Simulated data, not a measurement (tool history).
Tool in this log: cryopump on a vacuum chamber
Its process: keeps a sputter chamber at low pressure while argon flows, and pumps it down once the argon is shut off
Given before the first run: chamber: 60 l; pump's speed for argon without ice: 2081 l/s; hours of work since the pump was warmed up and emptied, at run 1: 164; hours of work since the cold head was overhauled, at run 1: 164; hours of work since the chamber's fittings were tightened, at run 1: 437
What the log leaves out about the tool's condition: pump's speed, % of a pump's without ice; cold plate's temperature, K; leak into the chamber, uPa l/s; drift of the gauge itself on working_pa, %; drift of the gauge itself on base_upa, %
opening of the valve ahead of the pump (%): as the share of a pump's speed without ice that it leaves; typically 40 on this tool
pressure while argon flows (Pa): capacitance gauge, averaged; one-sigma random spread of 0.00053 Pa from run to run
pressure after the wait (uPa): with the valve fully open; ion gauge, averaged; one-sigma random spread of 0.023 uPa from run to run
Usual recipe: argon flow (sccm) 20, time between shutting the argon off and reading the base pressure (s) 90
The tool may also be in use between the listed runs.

| run | day | argon flow (sccm) | time between shutting the argon off and reading the base pressure (s) | opening of the valve ahead of the pump (%) | hours of work since the pump was warmed up and emptied | hours of work since the cold head was overhauled | hours of work since the chamber's fittings were tightened | pressure while argon flows (Pa) | pressure after the wait (uPa) |
|---|---|---|---|---|---|---|---|---|---|
| 1 | 0.000 | 20 | 90 | 40 | 164 | 164 | 437 | 0.0418 | 1.14 |
| 2 | 1.425 | 20 | 90 | 40 | 181 | 181 | 455 | 0.0418 | 1.09 |
| 3 | 2.575 | 20 | 90 | 40 | 195 | 195 | 468 | 0.0420 | 1.19 |
| 4 | 3.883 | 20 | 90 | 40 | 211 | 211 | 484 | 0.0427 | 1.15 |
| 5 | 5.267 | 20 | 90 | 40 | 228 | 228 | 501 | 0.0413 | 1.23 |
| 6 | 6.150 | 20 | 90 | 40 | 238 | 238 | 512 | 0.0415 | 1.24 |
| 7 | 7.242 | 20 | 90 | 55 | 252 | 252 | 525 | 0.0310 | 1.20 |
| 8 | 8.646 | 20 | 90 | 55 | 269 | 269 | 542 | 0.0305 | 1.20 |
| 9 | 9.879 | 20 | 156 | 40 | 283 | 283 | 557 | 0.0424 | 1.02 |
| 10 | 11.100 | 20 | 156 | 40 | 298 | 298 | 572 | 0.0423 | 1.00 |
| 11 | 12.271 | 20 | 156 | 40 | 312 | 312 | 586 | 0.0431 | 1.02 |
| 12 | 13.621 | 20 | 90 | 40 | 329 | 329 | 602 | 0.0431 | 1.33 |
| 13 | 14.971 | 20 | 90 | 48 | 345 | 345 | 618 | 0.0357 | 1.32 |
| 14 | 16.321 | 20 | 90 | 48 | 361 | 361 | 635 | 0.0356 | 1.34 |
| 15 | 17.638 | 20 | 90 | 48 | 377 | 377 | 651 | 0.0359 | 1.38 |
| 16 | 19.104 | 20 | 90 | 48 | 395 | 395 | 668 | 0.0352 | 1.38 |
| 17 | 19.888 | 20 | 90 | 48 | 405 | 405 | 678 | 0.0355 | 1.35 |
| 18 | 21.375 | 16 | 90 | 40 | 423 | 423 | 696 | 0.0339 | 1.38 |
| 19 | 22.333 | 9 | 94 | 18 | 434 | 434 | 707 | 0.0416 | 1.35 |
| 20 | 23.517 | 13 | 28 | 40 | 448 | 448 | 722 | 0.0285 | 2.83 |
| 21 | 24.833 | 24 | 68 | 15 | 464 | 464 | 738 | 0.1323 | 1.65 |
| 22 | 26.183 | 24 | 68 | 15 | 481 | 481 | 754 | 0.1337 | 1.67 |
| 23 | 27.579 | 16 | 185 | 15 | 498 | 498 | 771 | 0.0895 | 1.15 |
| 24 | 28.388 | 17 | 185 | 56 | 507 | 507 | 781 | 0.0270 | 1.23 |
| 25 | 29.558 | 11 | 237 | 56 | 521 | 521 | 795 | 0.0168 | 1.09 |
| 26 | 30.975 | 12 | 100 | 56 | 539 | 539 | 812 | 0.0192 | 1.49 |
| 27 | 32.100 | 25 | 35 | 16 | 552 | 552 | 825 | 0.1324 | 2.57 |
| 28 | 33.104 | 9 | 35 | 16 | 564 | 564 | 838 | 0.0460 | 2.55 |
| 29 | 33.950 | 20 | 81 | 18 | 575 | 575 | 848 | 0.0929 | 1.62 |
| 30 | 34.604 | 10 | 90 | 40 | 582 | 582 | 856 | 0.0223 | 1.64 |
| 31 | 35.633 | 12 | 284 | 22 | 595 | 595 | 868 | 0.0457 | 1.21 |
| 32 | 36.633 | 20 | 90 | 27 | 607 | 607 | 880 | 0.0638 | 1.64 |
| 33 | 37.662 | 11 | 163 | 26 | 619 | 619 | 893 | 0.0377 | 1.38 |
| 34 | 38.650 | 11 | 163 | 26 | 631 | 631 | 905 | 0.0370 | 1.38 |
| 35 | 39.967 | 10 | 100 | 40 | 647 | 647 | 921 | 0.0220 | 1.63 |

What if the next run were any one of these 3? Each begins from the tool's condition after run 35:
| A | 41.196 | 20 | 35 | 16 | 662 | 662 | 936 | ? | ? |
| B | 41.196 | 17 | 100 | 19 | 662 | 662 | 936 | ? | ? |
| C | 41.196 | 14 | 90 | 31 | 662 | 662 | 936 | ? | ? |

| run | pressure while argon flows (Pa) | pressure after the wait (uPa) |
|---|---|---|
| A | 0.1053 | 2.67 |
| B | 0.0760 | 1.63 |
| C | 0.0387 | 1.68 |
Had the tool no hidden state, the same runs would have come out as:
| run | pressure while argon flows (Pa) | pressure after the wait (uPa) |
|---|---|---|
| A | 0.1012 | 1.74 |
| B | 0.0725 | 0.69 |
| C | 0.0359 | 0.75 |
